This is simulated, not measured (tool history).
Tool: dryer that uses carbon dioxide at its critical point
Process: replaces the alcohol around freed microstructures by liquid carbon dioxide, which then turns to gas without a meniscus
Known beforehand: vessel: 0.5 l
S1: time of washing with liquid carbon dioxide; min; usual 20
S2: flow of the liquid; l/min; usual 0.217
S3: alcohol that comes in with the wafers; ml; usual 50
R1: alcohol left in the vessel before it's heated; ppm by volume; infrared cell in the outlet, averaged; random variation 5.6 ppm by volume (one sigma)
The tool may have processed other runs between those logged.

run   hour  S1     S2   S3    R1
  1      0  20  0.217   50   235
  2    4.8  18  0.217   50   410
  3   11.2  18  0.217   50   412
  4   18.4  18  0.217   50   408
  5   26.9  26  0.217   50    71
  6   32.8  20  0.217   50   254
  7   38.8  30  0.217   50    46
  8   43.3  30  0.217   32    39
  9   50.8  22  0.217   50   150
 10   61.2  22  0.217   50   153
 11     69  22  0.217   50   154
 12   79.5  20  0.217   50   259
 13   89.4  20  0.217   67   327
 14   98.8  20  0.217   67   318
 15  105.5  20  0.217   67   331
 16  114.7  20  0.217   67   341
 17  124.7  20  0.217   67   347
 18  129.4  28  0.217   50    60
 19  133.8  28  0.217   50    60
 20    141  20  0.217   50   267
 21  145.4  20  0.217   50   272
 22  151.8  20  0.217   50   262
 23  160.6  20  0.217   50   265
 24  170.9  16  0.188   39  1180
 25  176.6  13  0.188  117  7149
 26  186.9  13  0.188  117  7307
 27    192  13  0.188  117  7360
 28  197.5  13  0.188  117  7133
 29  207.8  24  0.267   50    68
 30  218.6  20  0.181   34   476
 31  226.9  20  0.217   52   310
 32    235  26  0.286   50    54
 33  245.2  17  0.201   99  1682
 34  251.5  16  0.201  107  2391
 35    258  16  0.201  107  2387
 36  267.7  16  0.201  107  2438
 37  277.2  17  0.364   25    70
 38  282.5  20  0.134   39  1707
 39  287.7  21   0.14   82  2592
 40  292.5  23  0.228   37   115
 41  300.6  15  0.312   23   150
 42  307.7  20  0.307   50    85
 43    315  20  0.307   50    98
 44  325.2  20  0.307   50    89
 45  335.6  20  0.164   41   883
 46  344.2  20  0.133   50  2361

Below, each run's measurement less what the same run would have read without the hidden state. Both values contain the same run-to-run variation, but the gauge's scatter may not be the same in both:
The tool's hidden condition here consists of: flow that reaches the vessel past the clogged filter, %; alcohol in the recycled carbon dioxide, ppm; drift of the gauge itself on alcohol_ppm, %.
run     R1
  1    +66
  2    +93
  3    +96
  4    +98
  5    +38
  6    +73
  7    +32
  8    +33
  9    +56
 10    +59
 11    +61
 12    +83
 13   +102
 14   +102
 15   +107
 16   +107
 17   +112
 18    +48
 19    +49
 20    +95
 21   +100
 22    +97
 23    +97
 24   +255
 25  +1141
 26  +1180
 27  +1199
 28  +1172
 29    +56
 30   +146
 31   +121
 32    +54
 33   +424
 34   +563
 35   +564
 36   +584
 37    +62
 38   +378
 39   +596
 40    +76
 41    +87
 42    +71
 43    +73
 44    +73
 45   +266
 46   +544
